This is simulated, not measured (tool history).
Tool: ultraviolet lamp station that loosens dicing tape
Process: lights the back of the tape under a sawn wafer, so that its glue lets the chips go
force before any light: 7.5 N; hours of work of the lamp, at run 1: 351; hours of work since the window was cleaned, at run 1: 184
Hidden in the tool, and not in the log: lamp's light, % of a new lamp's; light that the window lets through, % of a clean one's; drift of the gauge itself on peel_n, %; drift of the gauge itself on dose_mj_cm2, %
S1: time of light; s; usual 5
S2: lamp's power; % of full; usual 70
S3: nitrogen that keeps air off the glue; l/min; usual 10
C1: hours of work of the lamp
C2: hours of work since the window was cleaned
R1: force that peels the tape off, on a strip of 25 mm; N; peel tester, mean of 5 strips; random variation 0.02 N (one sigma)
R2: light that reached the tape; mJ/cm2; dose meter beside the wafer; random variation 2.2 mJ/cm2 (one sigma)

Run 1, hour 0.0: usual settings; C1 351; C2 184. Result: R1 1.348 N, R2 151 mJ/cm2.
Run 2, hour 8.1: usual settings but S3 4 l/min; C1 357; C2 190. Result: R1 2.247 N, R2 151 mJ/cm2.
Run 3, hour 19.0: usual settings but S2 85 % of full; C1 366; C2 199. Result: R1 0.977 N, R2 181 mJ/cm2.
Run 4, hour 26.3: usual settings but S2 85 % of full; C1 371; C2 204. Result: R1 0.972 N, R2 182 mJ/cm2.
Run 5, hour 34.1: usual settings; C1 377; C2 210. Result: R1 1.385 N, R2 148 mJ/cm2.
Run 6, hour 45.3: usual settings but S2 82 % of full; C1 386; C2 219. Result: R1 1.079 N, R2 168 mJ/cm2.
Run 7, hour 58.4: usual settings; C1 396; C2 229. Result: R1 1.440 N, R2 149 mJ/cm2.
Run 8, hour 65.6: usual settings; C1 401; C2 234. Result: R1 1.472 N, R2 142 mJ/cm2.
Run 9, hour 71.3: usual settings; C1 406; C2 239. Result: R1 1.463 N, R2 146 mJ/cm2.
Run 10, hour 80.5: usual settings; C1 413; C2 246. Result: R1 1.460 N, R2 149 mJ/cm2.
Run 11, hour 90.5: usual settings; C1 420; C2 253. Result: R1 1.499 N, R2 146 mJ/cm2.
Run 12, hour 101.6: usual settings; C1 429; C2 262. Result: R1 1.506 N, R2 145 mJ/cm2.
At hour 103.0: window cleaned of glue's vapour.
Run 13, hour 110.4: usual settings; C1 435; C2 6. Result: R1 1.337 N, R2 158 mJ/cm2.
Run 14, hour 116.3: usual settings; C1 440; C2 10. Result: R1 1.298 N, R2 158 mJ/cm2.
Run 15, hour 122.8: usual settings; C1 445; C2 15. Result: R1 1.312 N, R2 154 mJ/cm2.
Run 16, hour 132.7: usual settings; C1 452; C2 23. Result: R1 1.278 N, R2 152 mJ/cm2.
Run 17, hour 144.5: usual settings; C1 461; C2 32. Result: R1 1.306 N, R2 152 mJ/cm2.
Run 18, hour 155.3: usual settings; C1 470; C2 40. Result: R1 1.333 N, R2 150 mJ/cm2.
Run 19, hour 168.5: usual settings but S1 10 s; C1 480; C2 50. Result: R1 0.322 N, R2 301 mJ/cm2.
Run 20, hour 176.5: usual settings but S3 16 l/min; C1 486; C2 56. Result: R1 0.980 N, R2 150 mJ/cm2.
Run 21, hour 188.5: usual settings but S3 16 l/min; C1 495; C2 65. Result: R1 1.025 N, R2 148 mJ/cm2.
Run 22, hour 198.3: usual settings but S3 16 l/min; C1 502; C2 73. Result: R1 1.009 N, R2 150 mJ/cm2.
Run 23, hour 212.1: usual settings but S2 81 % of full, S3 4 l/min; C1 513; C2 83. Result: R1 1.916 N, R2 173 mJ/cm2.
Run 24, hour 218.3: usual settings but S1 6 s, S3 12 l/min; C1 518; C2 88. Result: R1 0.907 N, R2 175 mJ/cm2.
Run 25, hour 225.6: usual settings but S1 6 s, S3 12 l/min; C1 523; C2 94. Result: R1 0.904 N, R2 178 mJ/cm2.
Run 26, hour 237.4: usual settings but S1 6 s, S3 12 l/min; C1 532; C2 103. Result: R1 0.919 N, R2 176 mJ/cm2.
Run 27, hour 243.2: usual settings but S1 6 s, S3 6 l/min; C1 537; C2 107. Result: R1 1.492 N, R2 176 mJ/cm2.
Run 28, hour 253.2: usual settings but S1 2 s, S2 87 % of full, S3 6 l/min; C1 544; C2 115. Result: R1 3.958 N, R2 73 mJ/cm2.
Run 29, hour 264.0: usual settings but S1 2 s, S2 87 % of full, S3 6 l/min; C1 553; C2 123. Result: R1 3.756 N, R2 68 mJ/cm2.
Run 30, hour 270.5: usual settings but S3 18 l/min; C1 558; C2 128. Result: R1 1.032 N, R2 141 mJ/cm2.
Run 31, hour 283.7: usual settings but S3 18 l/min; C1 568; C2 138. Result: R1 1.001 N, R2 146 mJ/cm2.
Run 32, hour 296.3: usual settings but S3 8 l/min; C1 577; C2 148. Result: R1 1.691 N, R2 141 mJ/cm2.
Run 33, hour 302.7: usual settings but S1 4 s, S2 77 % of full, S3 8 l/min; C1 582; C2 153. Result: R1 2.065 N, R2 122 mJ/cm2.
Run 34, hour 312.1: usual settings but S1 4 s, S2 77 % of full, S3 8 l/min; C1 589; C2 160. Result: R1 2.083 N, R2 127 mJ/cm2.
Run 35, hour 318.7: usual settings but S1 3 s, S2 94 % of full, S3 3 l/min; C1 595; C2 165. Result: R1 3.463 N, R2 111 mJ/cm2.
Run 36, hour 331.3: usual settings but S1 3 s, S2 94 % of full, S3 3 l/min; C1 604; C2 175. Result: R1 3.500 N, R2 107 mJ/cm2.
Run 37, hour 338.0: usual settings but S1 6 s, S2 74 % of full, S3 3 l/min; C1 609; C2 180. Result: R1 2.143 N, R2 175 mJ/cm2.
Run 38, hour 346.9: usual settings but S1 8 s, S3 8 l/min; C1 616; C2 186. Result: R1 0.782 N, R2 222 mJ/cm2.
Run 39, hour 354.6: usual settings but S1 9 s, S2 94 % of full; C1 622; C2 192. Result: R1 0.255 N, R2 330 mJ/cm2.
Run 40, hour 365.4: usual settings but S1 9 s, S2 95 % of full, S3 5 l/min; C1 630; C2 201. Result: R1 0.492 N, R2 336 mJ/cm2.
Run 41, hour 377.1: usual settings but S1 9 s, S2 78 % of full, S3 5 l/min; C1 639; C2 210. Result: R1 0.796 N, R2 274 mJ/cm2.
Run 42, hour 390.5: usual settings but S1 9 s, S2 78 % of full, S3 5 l/min; C1 649; C2 220. Result: R1 0.788 N, R2 272 mJ/cm2.
Run 43, hour 400.4: usual settings but S1 9 s, S2 78 % of full, S3 5 l/min; C1 657; C2 227. Result: R1 0.802 N, R2 270 mJ/cm2.

3 ways to go on from here, each from the tool as it stands after run 43. What would each give?
Run A, hour 408.5: usual settings but S2 84 % of full, S3 5 l/min; C1 663; C2 234. Result: R1 ?, R2 ?.
Run B, hour 408.5: usual settings but S3 4 l/min; C1 663; C2 234. Result: R1 ?, R2 ?.
Run C, hour 408.5: usual settings but S1 6 s, S2 84 % of full, S3 16 l/min; C1 663; C2 234. Result: R1 ?, R2 ?.

run     R1   R2
  A  1.917  157
  B  2.666  132
  C  0.600  197
Without the tool's hidden state the same runs would have given:
run     R1   R2
  A  1.214  213
  B  1.868  179
  C  0.299  265
